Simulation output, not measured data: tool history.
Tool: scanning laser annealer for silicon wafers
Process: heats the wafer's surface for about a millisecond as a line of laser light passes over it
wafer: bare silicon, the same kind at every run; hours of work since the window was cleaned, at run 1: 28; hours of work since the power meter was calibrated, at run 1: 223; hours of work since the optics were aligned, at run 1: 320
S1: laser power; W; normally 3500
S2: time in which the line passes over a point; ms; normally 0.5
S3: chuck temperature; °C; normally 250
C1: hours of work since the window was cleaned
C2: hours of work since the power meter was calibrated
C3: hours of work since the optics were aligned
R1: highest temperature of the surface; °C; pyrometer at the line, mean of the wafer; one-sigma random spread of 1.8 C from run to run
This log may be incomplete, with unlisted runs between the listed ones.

run	hour	S1	S2	S3	C1	C2	C3	R1
1	0	3500	0.5	250	28	223	320	1049
2	19.3	3500	0.456	250	40	234	332	1016
3	36	3500	0.456	250	50	245	342	1020
4	61.2	3500	0.456	250	66	260	358	1015
5	86.7	3500	0.456	250	81	276	373	1012
6	117.1	3500	0.456	250	100	295	392	1013
7	151	3500	0.456	250	121	315	413	1011
8	185.7	3249	0.456	250	142	337	434	938
9	220	3249	0.456	250	163	358	455	944
# hour 224.9: laser's power meter calibrated
10	249.9	3249	0.456	250	180	15	472	942
11	276.5	3249	0.456	250	196	32	488	939
12	315.4	3748	0.456	266	220	56	512	1089

Run 13 comes next. What will it give?
13	341.2	3545	0.486	250	236	71	528	?

R1: 1037 °C
Had the tool carried no hidden state, the very same run would have given R1 1056 °C.
